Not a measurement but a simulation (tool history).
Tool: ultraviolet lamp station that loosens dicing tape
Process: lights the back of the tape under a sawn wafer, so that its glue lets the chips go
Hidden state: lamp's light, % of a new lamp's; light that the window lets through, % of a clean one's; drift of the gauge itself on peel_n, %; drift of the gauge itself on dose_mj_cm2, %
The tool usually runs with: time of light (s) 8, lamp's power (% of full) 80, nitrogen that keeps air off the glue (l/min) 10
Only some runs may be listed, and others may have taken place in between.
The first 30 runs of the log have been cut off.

| run | day | time of light (s) | lamp's power (% of full) | nitrogen that keeps air off the glue (l/min) | hours of work of the lamp | hours of work since the window was cleaned | force that peels the tape off (N) | light that reached the tape (J/m2) |
|---|---|---|---|---|---|---|---|---|
| 31 | 80.096 | 6 | 92 | 6 | 749 | 291 | 2.474 | 1780 |
| 32 | 82.112 | 5 | 80 | 15 | 774 | 316 | 2.686 | 1240 |
| 33 | 85.004 | 7 | 85 | 13 | 810 | 352 | 1.648 | 1850 |
| 34 | 87.838 | 14 | 80 | 5 | 845 | 387 | 1.018 | 3300 |
|  | 88.946 | lamp changed |
| 35 | 91.442 | 5 | 80 | 4 | 31 | 431 | 2.746 | 1770 |
| 36 | 93.271 | 12 | 69 | 4 | 54 | 454 | 1.001 | 3660 |
| 37 | 96.346 | 8 | 99 | 4 | 92 | 492 | 1.120 | 3410 |
| 38 | 99.321 | 9 | 79 | 6 | 129 | 529 | 1.025 | 3020 |
| 39 | 102.592 | 9 | 79 | 6 | 170 | 570 | 1.127 | 2970 |
| 40 | 105.900 | 15 | 92 | 4 | 211 | 611 | 0.453 | 5640 |
| 41 | 108.042 | 8 | 93 | 4 | 237 | 638 | 1.370 | 2980 |
|  | 109.262 | window cleaned of glue's vapour |
| 42 | 110.538 | 8 | 93 | 4 | 268 | 16 | 1.278 | 3120 |
| 43 | 112.971 | 8 | 68 | 4 | 298 | 46 | 2.100 | 2250 |

Each row is a separate what-if for the run after 43, all from the same tool condition, not one after another. Results?
| A | 115.404 | 9 | 80 | 9 | 329 | 76 | ? | ? |
| B | 115.404 | 5 | 88 | 18 | 329 | 76 | ? | ? |
| C | 115.404 | 8 | 60 | 8 | 329 | 76 | ? | ? |

| run | force that peels the tape off (N) | light that reached the tape (J/m2) |
|---|---|---|
| A | 0.895 | 2930 |
| B | 1.424 | 1760 |
| C | 1.853 | 1940 |
Stripped of hidden state, with their random variation kept, the same runs would have yielded:
| run | force that peels the tape off (N) | light that reached the tape (J/m2) |
|---|---|---|
| A | 0.624 | 3520 |
| B | 1.047 | 2120 |
| C | 1.406 | 2340 |

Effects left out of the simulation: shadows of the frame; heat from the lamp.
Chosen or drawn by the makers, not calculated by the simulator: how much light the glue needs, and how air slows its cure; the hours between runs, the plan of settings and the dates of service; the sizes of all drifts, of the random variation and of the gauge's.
